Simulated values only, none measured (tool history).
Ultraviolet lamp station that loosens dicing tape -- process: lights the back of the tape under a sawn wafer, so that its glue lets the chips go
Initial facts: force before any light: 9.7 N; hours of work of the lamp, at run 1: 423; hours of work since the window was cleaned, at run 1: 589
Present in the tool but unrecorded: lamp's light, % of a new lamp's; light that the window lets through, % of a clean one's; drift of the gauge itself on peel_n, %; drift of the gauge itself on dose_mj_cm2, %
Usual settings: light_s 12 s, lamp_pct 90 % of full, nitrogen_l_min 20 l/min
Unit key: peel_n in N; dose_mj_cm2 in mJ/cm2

run     day  light_s  lamp_pct  nitrogen_l_min  hours of work of the lamp  hours of work since the window was cleaned  peel_n  dose_mj_cm2
  1       0       12        90              20                        423                                         589    0.34          434
  2    0.65       12        90               8                        430                                         596   0.838          434
  3   1.875       12        90               8                        444                                         611   0.853          430
  4   3.379       12        90               8                        462                                         628   0.839          427
  5   4.288       12        90              10                        473                                         639   0.689          424
      5.633  -- window cleaned of glue's vapour
  6   5.821       12        90              20                        490                                           2   0.387          416
  7   7.308       12        90              20                        508                                          20   0.379          413
  8   7.954       12        90              20                        515                                          27   0.384          416
  9   9.271       12        90              20                        530                                          42   0.402          409
 10  10.012       12        90              20                        539                                          51   0.393          407
     10.538  -- window cleaned of glue's vapour, once more
 11  10.792       12        90              17                        548                                           3   0.391          440
 12   12.15       12        90              20                        564                                          19   0.353          439
 13  12.796       12        90              20                        571                                          26    0.34          438
 14  14.112       12        90              20                        587                                          42   0.368          430
 15  15.046       12        90              20                        598                                          53   0.361          433
 16   16.45       15        90              36                        614                                          69   0.165          537
 17    17.3       15        90              36                        624                                          79   0.156          529
 18  18.167       10        90              20                        634                                          89    0.55          355
 19  18.896       12        86              20                        642                                          97    0.43          399
 20  19.825       12        86              20                        653                                         108    0.42          398
 21  20.521        9        92              20                        661                                         116   0.717          322
 22  21.708        9        92              20                        675                                         130   0.721          314
 23   22.45        6        61              37                        684                                         139   2.222          137
 24  23.788        6        61              37                        699                                         154   2.212          137
 25  24.871       12        88               6                        712                                         167   1.262          395
 26  25.579       12        88               6                        720                                         175   1.251          392
 27  26.829       12        88               6                        735                                         190   1.339          390
 28  28.296       12        88               6                        752                                         207   1.285          386
 29  29.575        9        88               6                        767                                         222   2.134          295

Across each entry between runs, compare the hidden state at the last listed run before it with the hidden state at the first listed run after it:
Run 5 -> run 6: window cleaned of glue's vapour (day 5.633)
  lamp's light, % of a new lamp's: 85.1 -> 84.6; light that the window lets through, % of a clean one's: 94.3 -> 92.7
  measured less the result without the state, peel_n: +0.279 -> +0.157 N; dose_mj_cm2: -105 -> -115 mJ/cm2
Run 10 -> run 11: window cleaned of glue's vapour, once more (day 10.538)
  lamp's light, % of a new lamp's: 83.2 -> 82.9; light that the window lets through, % of a clean one's: 92.3 -> 99.7
  measured less the result without the state, peel_n: +0.174 -> +0.135 N; dose_mj_cm2: -124 -> -92 mJ/cm2
